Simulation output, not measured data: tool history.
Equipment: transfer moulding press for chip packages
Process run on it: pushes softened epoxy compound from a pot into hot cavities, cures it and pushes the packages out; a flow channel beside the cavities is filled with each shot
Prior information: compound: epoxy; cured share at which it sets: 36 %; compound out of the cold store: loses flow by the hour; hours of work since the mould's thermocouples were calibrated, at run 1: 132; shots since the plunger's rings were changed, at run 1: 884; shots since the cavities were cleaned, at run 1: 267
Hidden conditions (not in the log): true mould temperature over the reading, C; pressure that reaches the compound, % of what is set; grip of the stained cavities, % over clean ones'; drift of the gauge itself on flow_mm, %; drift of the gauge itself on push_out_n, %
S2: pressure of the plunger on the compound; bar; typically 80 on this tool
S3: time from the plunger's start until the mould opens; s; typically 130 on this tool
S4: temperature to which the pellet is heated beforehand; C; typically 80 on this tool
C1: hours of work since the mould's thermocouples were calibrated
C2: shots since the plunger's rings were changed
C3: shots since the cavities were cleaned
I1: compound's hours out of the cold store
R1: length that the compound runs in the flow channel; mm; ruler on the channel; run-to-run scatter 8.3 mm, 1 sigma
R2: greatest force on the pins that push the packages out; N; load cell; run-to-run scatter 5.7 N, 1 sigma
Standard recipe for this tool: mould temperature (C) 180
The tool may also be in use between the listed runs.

{"run": 1, "hour": 0.0, "mould temperature (C)": 180, "S2": 80, "S3": 130, "S4": 80, "C1": 132, "C2": 884, "C3": 267, "I1": 36.7, "R1": 883, "R2": 306}
{"hour": 20.3, "done": "cavities cleaned with cleaning compound and waxed"}
{"hour": 66.8, "done": "cavities cleaned with cleaning compound and waxed"}
{"run": 2, "hour": 84.9, "mould temperature (C)": 180, "S2": 80, "S3": 130, "S4": 80, "C1": 189, "C2": 1674, "C3": 175, "I1": 9.1, "R1": 966, "R2": 278}
{"hour": 113.2, "done": "cavities cleaned with cleaning compound and waxed"}
{"run": 3, "hour": 151.3, "mould temperature (C)": 180, "S2": 80, "S3": 130, "S4": 80, "C1": 235, "C2": 2300, "C3": 368, "I1": 40.6, "R1": 835, "R2": 335}
{"hour": 164.4, "done": "cavities cleaned with cleaning compound and waxed"}
{"run": 4, "hour": 193.0, "mould temperature (C)": 180, "S2": 80, "S3": 130, "S4": 80, "C1": 263, "C2": 2687, "C3": 276, "I1": 37.2, "R1": 849, "R2": 314}
{"hour": 212.8, "done": "cavities cleaned with cleaning compound and waxed"}
{"hour": 251.0, "done": "mould's thermocouples calibrated"}
{"hour": 260.7, "done": "cavities cleaned with cleaning compound and waxed"}
{"run": 5, "hour": 269.4, "mould temperature (C)": 180, "S2": 80, "S3": 130, "S4": 80, "C1": 12, "C2": 3375, "C3": 84, "I1": 43.7, "R1": 814, "R2": 227}
{"hour": 309.5, "done": "cavities cleaned with cleaning compound and waxed"}
{"run": 6, "hour": 351.0, "mould temperature (C)": 180, "S2": 80, "S3": 130, "S4": 80, "C1": 68, "C2": 4147, "C3": 399, "I1": 10.2, "R1": 939, "R2": 351}
{"hour": 356.2, "done": "cavities cleaned with cleaning compound and waxed"}
{"hour": 402.4, "done": "cavities cleaned with cleaning compound and waxed"}
{"run": 7, "hour": 424.4, "mould temperature (C)": 180, "S2": 80, "S3": 130, "S4": 76, "C1": 118, "C2": 4827, "C3": 213, "I1": 37.8, "R1": 802, "R2": 292}
{"hour": 433.9, "done": "cavities cleaned with cleaning compound and waxed, once more"}
{"hour": 485.6, "done": "cavities cleaned with cleaning compound and waxed"}
{"run": 8, "hour": 510.7, "mould temperature (C)": 180, "S2": 80, "S3": 130, "S4": 80, "C1": 176, "C2": 5630, "C3": 243, "I1": 35.6, "R1": 820, "R2": 308}
{"hour": 533.3, "done": "cavities cleaned with cleaning compound and waxed"}
{"hour": 580.1, "done": "cavities cleaned with cleaning compound and waxed"}
{"run": 9, "hour": 601.3, "mould temperature (C)": 180, "S2": 80, "S3": 130, "S4": 76, "C1": 238, "C2": 6474, "C3": 204, "I1": 21.7, "R1": 831, "R2": 289}
{"hour": 609.8, "done": "plunger's sealing rings changed"}
{"hour": 628.3, "done": "cavities cleaned with cleaning compound and waxed"}
{"hour": 674.3, "done": "cavities cleaned with cleaning compound and waxed"}
{"run": 10, "hour": 694.1, "mould temperature (C)": 180, "S2": 80, "S3": 130, "S4": 76, "C1": 299, "C2": 784, "C3": 192, "I1": 36.3, "R1": 883, "R2": 260}
{"hour": 700.0, "done": "mould's thermocouples calibrated"}
{"hour": 727.6, "done": "cavities cleaned with cleaning compound and waxed"}
{"run": 11, "hour": 766.7, "mould temperature (C)": 180, "S2": 80, "S3": 116, "S4": 80, "C1": 46, "C2": 1450, "C3": 377, "I1": 31.4, "R1": 882, "R2": 382}
{"hour": 775.2, "done": "cavities cleaned with cleaning compound and waxed"}
{"hour": 821.0, "done": "cavities cleaned with cleaning compound and waxed"}
{"run": 12, "hour": 822.1, "mould temperature (C)": 180, "S2": 80, "S3": 152, "S4": 80, "C1": 83, "C2": 1955, "C3": 10, "I1": 47.1, "R1": 820, "R2": 198}
{"hour": 867.4, "done": "cavities cleaned with cleaning compound and waxed"}
{"run": 13, "hour": 893.2, "mould temperature (C)": 180, "S2": 80, "S3": 152, "S4": 80, "C1": 131, "C2": 2626, "C3": 249, "I1": 45, "R1": 831, "R2": 285}
{"hour": 915.0, "done": "cavities cleaned with cleaning compound and waxed"}
{"run": 14, "hour": 955.0, "mould temperature (C)": 173, "S2": 94.4, "S3": 148, "S4": 86, "C1": 174, "C2": 3207, "C3": 385, "I1": 9.5, "R1": 1052, "R2": 361}
{"hour": 960.9, "done": "cavities cleaned with cleaning compound and waxed"}
{"hour": 1005.2, "done": "cavities cleaned with cleaning compound and waxed"}
{"run": 15, "hour": 1008.0, "mould temperature (C)": 173, "S2": 94.4, "S3": 148, "S4": 86, "C1": 209, "C2": 3689, "C3": 27, "I1": 9.8, "R1": 1066, "R2": 247}
{"hour": 1054.8, "done": "cavities cleaned with cleaning compound and waxed"}
{"run": 16, "hour": 1075.0, "mould temperature (C)": 186, "S2": 98.4, "S3": 130, "S4": 85, "C1": 255, "C2": 4322, "C3": 196, "I1": 31.4, "R1": 916, "R2": 264}
{"hour": 1102.2, "done": "cavities cleaned with cleaning compound and waxed"}
{"hour": 1144.8, "done": "mould's thermocouples calibrated"}
{"hour": 1153.2, "done": "cavities cleaned with cleaning compound and waxed"}
{"run": 17, "hour": 1164.5, "mould temperature (C)": 188, "S2": 61.3, "S3": 165, "S4": 85, "C1": 13, "C2": 5135, "C3": 108, "I1": 17.7, "R1": 756, "R2": 235}
{"hour": 1199.4, "done": "cavities cleaned with cleaning compound and waxed"}
{"run": 18, "hour": 1235.4, "mould temperature (C)": 188, "S2": 61.3, "S3": 165, "S4": 85, "C1": 62, "C2": 5805, "C3": 348, "I1": 12.6, "R1": 744, "R2": 318}
{"hour": 1247.8, "done": "cavities cleaned with cleaning compound and waxed"}
{"run": 19, "hour": 1273.0, "mould temperature (C)": 172, "S2": 76.8, "S3": 158, "S4": 79, "C1": 87, "C2": 6153, "C3": 243, "I1": 31.7, "R1": 817, "R2": 321}
{"hour": 1298.4, "done": "cavities cleaned with cleaning compound and waxed"}
{"hour": 1315.9, "done": "plunger's sealing rings changed"}
{"run": 20, "hour": 1326.8, "mould temperature (C)": 172, "S2": 76.8, "S3": 158, "S4": 79, "C1": 122, "C2": 105, "C3": 250, "I1": 32.6, "R1": 926, "R2": 298}
{"hour": 1346.8, "done": "cavities cleaned with cleaning compound and waxed"}
{"hour": 1391.2, "done": "cavities cleaned with cleaning compound and waxed"}
{"run": 21, "hour": 1391.9, "mould temperature (C)": 172, "S2": 76.8, "S3": 158, "S4": 79, "C1": 165, "C2": 704, "C3": 7, "I1": 15, "R1": 975, "R2": 222}
{"run": 22, "hour": 1430.6, "mould temperature (C)": 180, "S2": 80, "S3": 141, "S4": 81, "C1": 193, "C2": 1077, "C3": 380, "I1": 10, "R1": 980, "R2": 323}
{"hour": 1437.7, "done": "cavities cleaned with cleaning compound and waxed"}
{"hour": 1484.8, "done": "cavities cleaned with cleaning compound and waxed"}
{"run": 23, "hour": 1518.1, "mould temperature (C)": 182, "S2": 80, "S3": 153, "S4": 82, "C1": 252, "C2": 1892, "C3": 322, "I1": 25.2, "R1": 902, "R2": 310}
{"hour": 1532.4, "done": "cavities cleaned with cleaning compound and waxed"}
{"run": 24, "hour": 1567.0, "mould temperature (C)": 181, "S2": 80.9, "S3": 157, "S4": 84, "C1": 285, "C2": 2348, "C3": 333, "I1": 43.5, "R1": 836, "R2": 309}
{"hour": 1577.9, "done": "cavities cleaned with cleaning compound and waxed"}
{"hour": 1594.9, "done": "mould's thermocouples calibrated"}
{"hour": 1627.3, "done": "cavities cleaned with cleaning compound and waxed"}
{"run": 25, "hour": 1658.2, "mould temperature (C)": 176, "S2": 80, "S3": 150, "S4": 76, "C1": 43, "C2": 3180, "C3": 298, "I1": 34.4, "R1": 866, "R2": 314}

Forecast each of these 4 alternatives for the next run:
{"hour": 1672.5, "done": "cavities cleaned with cleaning compound and waxed"}
{"hour": 1717.1, "done": "cavities cleaned with cleaning compound and waxed"}
{"run": "A", "hour": 1747.6, "mould temperature (C)": 176, "S2": 78.9, "S3": 150, "S4": 83, "C1": 104, "C2": 4013, "C3": 294, "I1": 20.3, "R1": "?", "R2": "?"}
{"hour": 1672.5, "done": "cavities cleaned with cleaning compound and waxed"}
{"hour": 1717.1, "done": "cavities cleaned with cleaning compound and waxed"}
{"run": "B", "hour": 1747.6, "mould temperature (C)": 187, "S2": 64.9, "S3": 142, "S4": 76, "C1": 104, "C2": 4013, "C3": 294, "I1": 39, "R1": "?", "R2": "?"}
{"hour": 1672.5, "done": "cavities cleaned with cleaning compound and waxed"}
{"hour": 1717.1, "done": "cavities cleaned with cleaning compound and waxed"}
{"run": "C", "hour": 1747.6, "mould temperature (C)": 180, "S2": 67.2, "S3": 130, "S4": 85, "C1": 104, "C2": 4013, "C3": 294, "I1": 24.5, "R1": "?", "R2": "?"}
{"hour": 1672.5, "done": "cavities cleaned with cleaning compound and waxed"}
{"hour": 1717.1, "done": "cavities cleaned with cleaning compound and waxed"}
{"run": "D", "hour": 1747.6, "mould temperature (C)": 180, "S2": 99.5, "S3": 137, "S4": 72, "C1": 104, "C2": 4013, "C3": 294, "I1": 15.3, "R1": "?", "R2": "?"}

run=A R1=900 R2=327
run=B R1=718 R2=295
run=C R1=788 R2=320
run=D R1=1000 R2=312
With no hidden state in the tool, these same runs would have given:
run=A R1=978 R2=206
run=B R1=780 R2=185
run=C R1=857 R2=202
run=D R1=1086 R2=195
